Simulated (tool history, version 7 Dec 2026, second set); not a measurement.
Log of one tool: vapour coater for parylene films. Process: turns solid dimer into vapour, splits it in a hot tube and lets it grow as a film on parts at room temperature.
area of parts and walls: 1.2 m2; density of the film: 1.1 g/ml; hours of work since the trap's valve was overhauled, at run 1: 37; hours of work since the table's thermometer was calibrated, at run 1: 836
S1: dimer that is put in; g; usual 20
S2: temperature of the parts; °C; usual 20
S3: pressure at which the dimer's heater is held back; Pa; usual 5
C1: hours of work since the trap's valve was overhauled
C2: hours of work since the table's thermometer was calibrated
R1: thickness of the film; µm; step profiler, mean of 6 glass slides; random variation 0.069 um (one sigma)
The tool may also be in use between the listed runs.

Run 1, hour 0: usual settings; C1 37; C2 836. Result: R1 8.01 µm.
Run 2, hour 20: usual settings; C1 52; C2 852. Result: R1 8.11 µm.
Run 3, hour 34: usual settings; C1 63; C2 862. Result: R1 8.04 µm.
Run 4, hour 62.8: usual settings; C1 85; C2 885. Result: R1 7.97 µm.
Run 5, hour 89.5: usual settings but S3 11.82 Pa; C1 106; C2 905. Result: R1 6.88 µm.
Run 6, hour 109.9: usual settings but S3 11.82 Pa; C1 122; C2 921. Result: R1 6.84 µm.
Run 7, hour 125.8: usual settings; C1 134; C2 933. Result: R1 8.02 µm.
Run 8, hour 141.2: usual settings; C1 146; C2 945. Result: R1 7.91 µm.
Run 9, hour 167.1: usual settings but S2 14 °C; C1 166; C2 965. Result: R1 10.11 µm.
Run 10, hour 186.3: usual settings but S2 14 °C; C1 181; C2 980. Result: R1 9.82 µm.
Run 11, hour 202.1: usual settings but S2 14 °C; C1 193; C2 992. Result: R1 9.93 µm.
Run 12, hour 226.2: usual settings but S2 14 °C; C1 211; C2 1011. Result: R1 9.88 µm.
Run 13, hour 241.3: usual settings; C1 223; C2 1023. Result: R1 7.94 µm.
Run 14, hour 254.3: usual settings; C1 233; C2 1033. Result: R1 7.98 µm.
Run 15, hour 281.3: usual settings but S3 4.44 Pa; C1 254; C2 1053. Result: R1 8 µm.
Run 16, hour 306.5: usual settings but S3 4.44 Pa; C1 273; C2 1073. Result: R1 7.91 µm.
Run 17, hour 320: usual settings but S3 10.58 Pa; C1 284; C2 1083. Result: R1 6.95 µm.
Run 18, hour 336.2: usual settings but S3 10.58 Pa; C1 296; C2 1096. Result: R1 6.9 µm.
Run 19, hour 353.7: usual settings but S3 10.58 Pa; C1 310; C2 1109. Result: R1 6.87 µm.
Run 20, hour 372.5: usual settings but S2 22 °C, S3 10.58 Pa; C1 324; C2 1124. Result: R1 6.32 µm.
Run 21, hour 401.2: usual settings but S3 3.3 Pa; C1 347; C2 1146. Result: R1 8.29 µm.
Run 22, hour 421.8: usual settings but S2 16 °C; C1 363; C2 1162. Result: R1 9.04 µm.
Run 23, hour 444.2: usual settings but S2 16 °C; C1 380; C2 1179. Result: R1 8.97 µm.
Run 24, hour 465.8: usual settings but S2 16 °C; C1 397; C2 1196. Result: R1 8.99 µm.
Run 25, hour 481.2: usual settings but S2 16 °C; C1 408; C2 1208. Result: R1 8.91 µm.
Run 26, hour 496.6: usual settings but S2 27 °C, S3 5.85 Pa; C1 420; C2 1220. Result: R1 5.78 µm.
Run 27, hour 518.1: usual settings but S2 29 °C, S3 2.83 Pa; C1 437; C2 1236. Result: R1 6.08 µm.
Run 28, hour 540.8: usual settings but S1 12 g, S2 28 °C, S3 4.31 Pa; C1 454; C2 1254. Result: R1 3.46 µm.
Run 29, hour 566.4: usual settings but S1 13 g, S2 27 °C, S3 4.31 Pa; C1 474; C2 1274. Result: R1 3.9 µm.
Run 30, hour 595.8: usual settings but S1 15 g, S2 27 °C, S3 11.92 Pa; C1 497; C2 1296. Result: R1 3.73 µm.
Run 31, hour 616.1: usual settings but S2 24 °C, S3 8.23 Pa; C1 513; C2 1312. Result: R1 6.13 µm.
At hour 630.8: trap's valve overhauled.
Run 32, hour 633: usual settings but S1 27 g, S2 13 °C, S3 6.84 Pa; C1 2; C2 1322. Result: R1 13.42 µm.
Run 33, hour 655.2: usual settings but S1 27 g, S2 13 °C, S3 6.84 Pa; C1 19; C2 1339. Result: R1 13.65 µm.
Run 34, hour 672.9: usual settings but S1 9 g, S2 25 °C, S3 11.57 Pa; C1 33; C2 1353. Result: R1 2.59 µm.
Run 35, hour 702.5: usual settings but S1 9 g, S2 25 °C, S3 11.57 Pa; C1 55; C2 1376. Result: R1 2.63 µm.
Run 36, hour 722.8: usual settings but S1 8 g, S2 13 °C, S3 2.01 Pa; C1 71; C2 1391. Result: R1 4.88 µm.
Run 37, hour 736.8: usual settings but S1 18 g, S3 2.1 Pa; C1 82; C2 1402. Result: R1 8.28 µm.
Run 38, hour 759.8: usual settings but S1 29 g, S3 4.84 Pa; C1 100; C2 1420. Result: R1 11.51 µm.
Run 39, hour 773.2: usual settings but S2 29 °C, S3 2.21 Pa; C1 110; C2 1430. Result: R1 6.49 µm.
Run 40, hour 787: usual settings but S2 29 °C, S3 2.21 Pa; C1 121; C2 1441. Result: R1 6.49 µm.
Run 41, hour 816.7: usual settings but S1 11 g, S3 4.47 Pa; C1 144; C2 1464. Result: R1 4.49 µm.
Run 42, hour 842: usual settings but S1 10 g, S3 5.53 Pa; C1 163; C2 1483. Result: R1 3.92 µm.
Run 43, hour 870.9: usual settings but S1 29 g, S2 29 °C, S3 6.91 Pa; C1 186; C2 1506. Result: R1 7.55 µm.
Run 44, hour 887.9: usual settings but S1 9 g, S2 27 °C; C1 199; C2 1519. Result: R1 2.75 µm.

Forecast run 45:
Run 45, hour 916.5: usual settings but S1 9 g, S2 29 °C; C1 221; C2 1541. Result: R1 ?.

R1: 2.52 µm
Without the tool's hidden state the same run would have given R1 2.64 µm.
